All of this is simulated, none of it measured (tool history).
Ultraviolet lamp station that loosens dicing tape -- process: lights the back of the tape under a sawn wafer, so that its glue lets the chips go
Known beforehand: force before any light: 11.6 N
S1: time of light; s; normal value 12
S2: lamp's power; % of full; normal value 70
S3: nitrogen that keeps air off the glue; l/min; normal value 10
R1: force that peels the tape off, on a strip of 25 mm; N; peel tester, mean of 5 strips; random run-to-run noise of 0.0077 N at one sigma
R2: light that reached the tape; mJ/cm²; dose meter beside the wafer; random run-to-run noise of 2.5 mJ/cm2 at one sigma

{"run": 1, "hour": 0.0, "S1": 12, "S2": 70, "S3": 10, "R1": 0.585, "R2": 237}
{"run": 2, "hour": 33.6, "S1": 12, "S2": 70, "S3": 10, "R1": 0.598, "R2": 231}
{"run": 3, "hour": 71.4, "S1": 12, "S2": 70, "S3": 10, "R1": 0.636, "R2": 225}
{"run": 4, "hour": 107.1, "S1": 12, "S2": 70, "S3": 10, "R1": 0.672, "R2": 223}
{"run": 5, "hour": 137.0, "S1": 12, "S2": 70, "S3": 10, "R1": 0.728, "R2": 219}
{"run": 6, "hour": 167.5, "S1": 12, "S2": 70, "S3": 10, "R1": 0.729, "R2": 216}
{"run": 7, "hour": 205.3, "S1": 12, "S2": 70, "S3": 10, "R1": 0.793, "R2": 208}
{"run": 8, "hour": 226.6, "S1": 12, "S2": 70, "S3": 10, "R1": 0.778, "R2": 210}
{"run": 9, "hour": 256.3, "S1": 7, "S2": 70, "S3": 10, "R1": 2.504, "R2": 119}
{"hour": 274.6, "done": "window cleaned of glue's vapour"}
{"run": 10, "hour": 293.5, "S1": 7, "S2": 70, "S3": 10, "R1": 2.749, "R2": 109}
{"run": 11, "hour": 319.5, "S1": 7, "S2": 70, "S3": 10, "R1": 2.86, "R2": 107}
{"run": 12, "hour": 355.5, "S1": 7, "S2": 70, "S3": 10, "R1": 2.866, "R2": 103}
{"run": 13, "hour": 383.7, "S1": 7, "S2": 70, "S3": 10, "R1": 3.099, "R2": 103}
{"hour": 400.2, "done": "window cleaned of glue's vapour, once more"}
{"run": 14, "hour": 407.7, "S1": 21, "S2": 70, "S3": 10, "R1": 0.121, "R2": 397}
{"run": 15, "hour": 424.9, "S1": 21, "S2": 70, "S3": 10, "R1": 0.117, "R2": 390}
{"run": 16, "hour": 449.7, "S1": 12, "S2": 70, "S3": 3, "R1": 1.954, "R2": 220}
{"hour": 458.8, "done": "lamp changed"}
{"run": 17, "hour": 483.6, "S1": 12, "S2": 70, "S3": 3, "R1": 1.228, "R2": 282}
{"run": 18, "hour": 515.8, "S1": 12, "S2": 70, "S3": 4, "R1": 1.004, "R2": 281}
{"run": 19, "hour": 538.0, "S1": 12, "S2": 70, "S3": 4, "R1": 1.014, "R2": 271}
{"run": 20, "hour": 565.9, "S1": 12, "S2": 70, "S3": 4, "R1": 1.071, "R2": 272}
{"run": 21, "hour": 599.8, "S1": 12, "S2": 70, "S3": 10, "R1": 0.405, "R2": 269}
{"run": 22, "hour": 617.3, "S1": 14, "S2": 78, "S3": 9, "R1": 0.217, "R2": 339}
{"run": 23, "hour": 638.3, "S1": 14, "S2": 78, "S3": 9, "R1": 0.219, "R2": 340}
{"run": 24, "hour": 677.2, "S1": 14, "S2": 93, "S3": 8, "R1": 0.16, "R2": 398}
{"run": 25, "hour": 704.3, "S1": 14, "S2": 67, "S3": 5, "R1": 0.741, "R2": 281}
{"run": 26, "hour": 725.5, "S1": 21, "S2": 70, "S3": 8, "R1": 0.126, "R2": 434}
{"run": 27, "hour": 762.4, "S1": 21, "S2": 70, "S3": 8, "R1": 0.129, "R2": 426}
{"hour": 767.7, "done": "window cleaned of glue's vapour"}
{"run": 28, "hour": 799.6, "S1": 12, "S2": 73, "S3": 10, "R1": 0.324, "R2": 287}
{"run": 29, "hour": 833.9, "S1": 12, "S2": 81, "S3": 7, "R1": 0.364, "R2": 315}
{"run": 30, "hour": 870.9, "S1": 12, "S2": 74, "S3": 13, "R1": 0.253, "R2": 281}
{"run": 31, "hour": 896.3, "S1": 12, "S2": 93, "S3": 10, "R1": 0.181, "R2": 349}
{"run": 32, "hour": 933.8, "S1": 21, "S2": 93, "S3": 12, "R1": 0.072, "R2": 602}
{"run": 33, "hour": 968.7, "S1": 12, "S2": 91, "S3": 4, "R1": 0.634, "R2": 325}
{"run": 34, "hour": 998.1, "S1": 12, "S2": 85, "S3": 4, "R1": 0.769, "R2": 298}
{"run": 35, "hour": 1033.8, "S1": 12, "S2": 85, "S3": 4, "R1": 0.832, "R2": 298}
{"run": 36, "hour": 1067.1, "S1": 12, "S2": 63, "S3": 14, "R1": 0.528, "R2": 215}
{"run": 37, "hour": 1099.3, "S1": 7, "S2": 86, "S3": 8, "R1": 1.588, "R2": 169}
{"hour": 1134.5, "done": "window cleaned of glue's vapour"}
{"run": 38, "hour": 1138.6, "S1": 7, "S2": 86, "S3": 8, "R1": 1.199, "R2": 187}
{"run": 39, "hour": 1170.8, "S1": 12, "S2": 89, "S3": 4, "R1": 0.624, "R2": 333}
{"run": 40, "hour": 1193.9, "S1": 21, "S2": 78, "S3": 8, "R1": 0.095, "R2": 505}
{"run": 41, "hour": 1235.5, "S1": 15, "S2": 71, "S3": 4, "R1": 0.672, "R2": 322}
{"run": 42, "hour": 1271.1, "S1": 15, "S2": 71, "S3": 4, "R1": 0.721, "R2": 315}

Forecast each of these 4 alternatives for the next run:
{"run": "A", "hour": 1308.9, "S1": 7, "S2": 98, "S3": 4, "R1": "?", "R2": "?"}
{"run": "B", "hour": 1308.9, "S1": 8, "S2": 71, "S3": 4, "R1": "?", "R2": "?"}
{"run": "C", "hour": 1308.9, "S1": 13, "S2": 85, "S3": 10, "R1": "?", "R2": "?"}
{"run": "D", "hour": 1308.9, "S1": 14, "S2": 100, "S3": 3, "R1": "?", "R2": "?"}

run=A R1=1.907 R2=198
run=B R1=2.72 R2=163
run=C R1=0.232 R2=317
run=D R1=0.496 R2=400
Without the tool's unlogged condition, the same runs would have read:
run=A R1=1.288 R2=243
run=B R1=1.96 R2=200
run=C R1=0.126 R2=389
run=D R1=0.269 R2=490

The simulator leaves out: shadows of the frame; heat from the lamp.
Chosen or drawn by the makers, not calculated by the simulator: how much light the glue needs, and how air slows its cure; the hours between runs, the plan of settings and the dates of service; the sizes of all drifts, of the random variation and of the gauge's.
